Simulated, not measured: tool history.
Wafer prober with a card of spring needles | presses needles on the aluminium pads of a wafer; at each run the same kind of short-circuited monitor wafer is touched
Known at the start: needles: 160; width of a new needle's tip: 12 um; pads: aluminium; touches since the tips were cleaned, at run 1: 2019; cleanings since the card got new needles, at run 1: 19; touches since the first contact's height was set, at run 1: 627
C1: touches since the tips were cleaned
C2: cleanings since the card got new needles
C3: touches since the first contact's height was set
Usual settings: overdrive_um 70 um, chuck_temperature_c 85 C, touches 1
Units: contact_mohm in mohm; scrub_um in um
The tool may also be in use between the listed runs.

{"run": 1, "day": 0.0, "overdrive_um": 70, "chuck_temperature_c": 85, "touches": 1, "C1": 2019, "C2": 19, "C3": 627, "contact_mohm": 261, "scrub_um": 13.64}
{"day": 0.217, "done": "tips cleaned on abrasive film"}
{"run": 2, "day": 0.375, "overdrive_um": 70, "chuck_temperature_c": 85, "touches": 1, "C1": 636, "C2": 20, "C3": 2115, "contact_mohm": 259, "scrub_um": 13.67}
{"run": 3, "day": 0.612, "overdrive_um": 70, "chuck_temperature_c": 85, "touches": 1, "C1": 1595, "C2": 20, "C3": 3074, "contact_mohm": 262, "scrub_um": 13.67}
{"day": 0.933, "done": "tips cleaned on abrasive film"}
{"run": 4, "day": 0.954, "overdrive_um": 70, "chuck_temperature_c": 42, "touches": 1, "C1": 85, "C2": 21, "C3": 4425, "contact_mohm": 247, "scrub_um": 13.72}
{"run": 5, "day": 1.354, "overdrive_um": 70, "chuck_temperature_c": 100, "touches": 1, "C1": 1687, "C2": 21, "C3": 6027, "contact_mohm": 260, "scrub_um": 13.73}
{"run": 6, "day": 1.625, "overdrive_um": 70, "chuck_temperature_c": 100, "touches": 1, "C1": 2774, "C2": 21, "C3": 7114, "contact_mohm": 267, "scrub_um": 13.68}
{"day": 1.658, "done": "tips cleaned on abrasive film"}
{"run": 7, "day": 1.95, "overdrive_um": 70, "chuck_temperature_c": 100, "touches": 1, "C1": 1177, "C2": 22, "C3": 8410, "contact_mohm": 261, "scrub_um": 13.78}
{"day": 2.367, "done": "tips cleaned on abrasive film"}
{"run": 8, "day": 2.383, "overdrive_um": 70, "chuck_temperature_c": 100, "touches": 1, "C1": 71, "C2": 23, "C3": 10129, "contact_mohm": 264, "scrub_um": 13.82}
{"run": 9, "day": 2.754, "overdrive_um": 70, "chuck_temperature_c": 100, "touches": 1, "C1": 1556, "C2": 23, "C3": 11614, "contact_mohm": 264, "scrub_um": 13.85}
{"day": 3.067, "done": "tips cleaned on abrasive film"}
{"run": 10, "day": 3.179, "overdrive_um": 70, "chuck_temperature_c": 85, "touches": 1, "C1": 457, "C2": 24, "C3": 13303, "contact_mohm": 258, "scrub_um": 13.86}
{"run": 11, "day": 3.496, "overdrive_um": 70, "chuck_temperature_c": 85, "touches": 1, "C1": 1729, "C2": 24, "C3": 14575, "contact_mohm": 259, "scrub_um": 13.8}
{"day": 3.775, "done": "tips cleaned on abrasive film"}
{"run": 12, "day": 3.804, "overdrive_um": 70, "chuck_temperature_c": 85, "touches": 1, "C1": 112, "C2": 25, "C3": 15795, "contact_mohm": 257, "scrub_um": 13.83}
{"run": 13, "day": 4.25, "overdrive_um": 70, "chuck_temperature_c": 120, "touches": 1, "C1": 1909, "C2": 25, "C3": 17592, "contact_mohm": 267, "scrub_um": 13.96}
{"day": 4.338, "done": "gauge calibrated"}
{"day": 4.512, "done": "tips cleaned on abrasive film"}
{"run": 14, "day": 4.592, "overdrive_um": 70, "chuck_temperature_c": 89, "touches": 1, "C1": 310, "C2": 26, "C3": 18933, "contact_mohm": 258, "scrub_um": 13.55}
{"run": 15, "day": 4.829, "overdrive_um": 70, "chuck_temperature_c": 89, "touches": 1, "C1": 1270, "C2": 26, "C3": 19893, "contact_mohm": 261, "scrub_um": 13.68}
{"run": 16, "day": 5.154, "overdrive_um": 70, "chuck_temperature_c": 89, "touches": 1, "C1": 2576, "C2": 26, "C3": 21199, "contact_mohm": 255, "scrub_um": 13.79}
{"day": 5.212, "done": "tips cleaned on abrasive film"}
{"run": 17, "day": 5.396, "overdrive_um": 70, "chuck_temperature_c": 85, "touches": 1, "C1": 739, "C2": 27, "C3": 22155, "contact_mohm": 258, "scrub_um": 13.68}
{"run": 18, "day": 5.579, "overdrive_um": 83, "chuck_temperature_c": 47, "touches": 2, "C1": 1475, "C2": 27, "C3": 22891, "contact_mohm": 248, "scrub_um": 16.16}
{"run": 19, "day": 5.867, "overdrive_um": 53, "chuck_temperature_c": 47, "touches": 2, "C1": 2619, "C2": 27, "C3": 24035, "contact_mohm": 248, "scrub_um": 10.41}
{"day": 5.938, "done": "tips cleaned on abrasive film"}
{"run": 20, "day": 6.062, "overdrive_um": 53, "chuck_temperature_c": 47, "touches": 2, "C1": 507, "C2": 28, "C3": 24816, "contact_mohm": 247, "scrub_um": 10.38}
{"run": 21, "day": 6.45, "overdrive_um": 57, "chuck_temperature_c": 124, "touches": 2, "C1": 2063, "C2": 28, "C3": 26372, "contact_mohm": 269, "scrub_um": 11.23}
{"day": 6.638, "done": "tips cleaned on abrasive film"}
{"run": 22, "day": 6.871, "overdrive_um": 57, "chuck_temperature_c": 76, "touches": 2, "C1": 937, "C2": 29, "C3": 28046, "contact_mohm": 258, "scrub_um": 11.23}
{"run": 23, "day": 7.175, "overdrive_um": 57, "chuck_temperature_c": 92, "touches": 3, "C1": 2153, "C2": 29, "C3": 29262, "contact_mohm": 264, "scrub_um": 11.21}
{"day": 7.358, "done": "tips cleaned on abrasive film"}
{"run": 24, "day": 7.525, "overdrive_um": 57, "chuck_temperature_c": 92, "touches": 3, "C1": 665, "C2": 30, "C3": 30643, "contact_mohm": 258, "scrub_um": 11.25}
{"run": 25, "day": 7.767, "overdrive_um": 56, "chuck_temperature_c": 85, "touches": 1, "C1": 1638, "C2": 30, "C3": 31616, "contact_mohm": 261, "scrub_um": 11.1}
{"day": 8.062, "done": "tips cleaned on abrasive film"}
{"run": 26, "day": 8.15, "overdrive_um": 50, "chuck_temperature_c": 37, "touches": 1, "C1": 348, "C2": 31, "C3": 33147, "contact_mohm": 250, "scrub_um": 9.85}
{"run": 27, "day": 8.529, "overdrive_um": 86, "chuck_temperature_c": 37, "touches": 1, "C1": 1869, "C2": 31, "C3": 34668, "contact_mohm": 243, "scrub_um": 17.17}
{"day": 8.796, "done": "tips cleaned on abrasive film"}
{"run": 28, "day": 8.846, "overdrive_um": 86, "chuck_temperature_c": 37, "touches": 1, "C1": 205, "C2": 32, "C3": 35919, "contact_mohm": 242, "scrub_um": 17.08}
{"run": 29, "day": 9.175, "overdrive_um": 52, "chuck_temperature_c": 85, "touches": 2, "C1": 1526, "C2": 32, "C3": 37240, "contact_mohm": 261, "scrub_um": 10.31}
{"run": 30, "day": 9.417, "overdrive_um": 69, "chuck_temperature_c": 51, "touches": 2, "C1": 2492, "C2": 32, "C3": 38206, "contact_mohm": 247, "scrub_um": 13.75}
{"day": 9.508, "done": "tips cleaned on abrasive film"}
{"run": 31, "day": 9.733, "overdrive_um": 69, "chuck_temperature_c": 51, "touches": 2, "C1": 895, "C2": 33, "C3": 39457, "contact_mohm": 250, "scrub_um": 13.77}
{"run": 32, "day": 9.917, "overdrive_um": 84, "chuck_temperature_c": 67, "touches": 2, "C1": 1630, "C2": 33, "C3": 40192, "contact_mohm": 250, "scrub_um": 16.8}
{"run": 33, "day": 10.158, "overdrive_um": 70, "chuck_temperature_c": 61, "touches": 1, "C1": 2605, "C2": 33, "C3": 41167, "contact_mohm": 255, "scrub_um": 14.05}

Measured less the same run without the tool's hidden state. The same run-to-run variation is in both; the gauge's scatter may not be:
The hidden state here: debris on the tips, nm; way that the needles fall short of the set height, um; tips' diameter, um; drift of the gauge itself on contact_mohm, %; drift of the gauge itself on scrub_um, %.
run=1 scrub_um=+0
run=2 scrub_um=+0.02
run=3 scrub_um=+0.05
run=4 scrub_um=+0.06
run=5 scrub_um=+0.09
run=6 scrub_um=+0.11
run=7 scrub_um=+0.14
run=8 scrub_um=+0.16
run=9 scrub_um=+0.19
run=10 scrub_um=+0.22
run=11 scrub_um=+0.24
run=12 scrub_um=+0.26
run=13 scrub_um=+0.29
run=14 scrub_um=+0.02
run=15 scrub_um=+0.03
run=16 scrub_um=+0.06
run=17 scrub_um=+0.07
run=18 scrub_um=+0.1
run=19 scrub_um=+0.07
run=20 scrub_um=+0.09
run=21 scrub_um=+0.11
run=22 scrub_um=+0.14
run=23 scrub_um=+0.15
run=24 scrub_um=+0.17
run=25 scrub_um=+0.19
run=26 scrub_um=+0.18
run=27 scrub_um=+0.35
run=28 scrub_um=+0.37
run=29 scrub_um=+0.24
run=30 scrub_um=+0.34
run=31 scrub_um=+0.36
run=32 scrub_um=+0.45
run=33 scrub_um=+0.39
contact_mohm: within 1 mohm of the measured result in every run.

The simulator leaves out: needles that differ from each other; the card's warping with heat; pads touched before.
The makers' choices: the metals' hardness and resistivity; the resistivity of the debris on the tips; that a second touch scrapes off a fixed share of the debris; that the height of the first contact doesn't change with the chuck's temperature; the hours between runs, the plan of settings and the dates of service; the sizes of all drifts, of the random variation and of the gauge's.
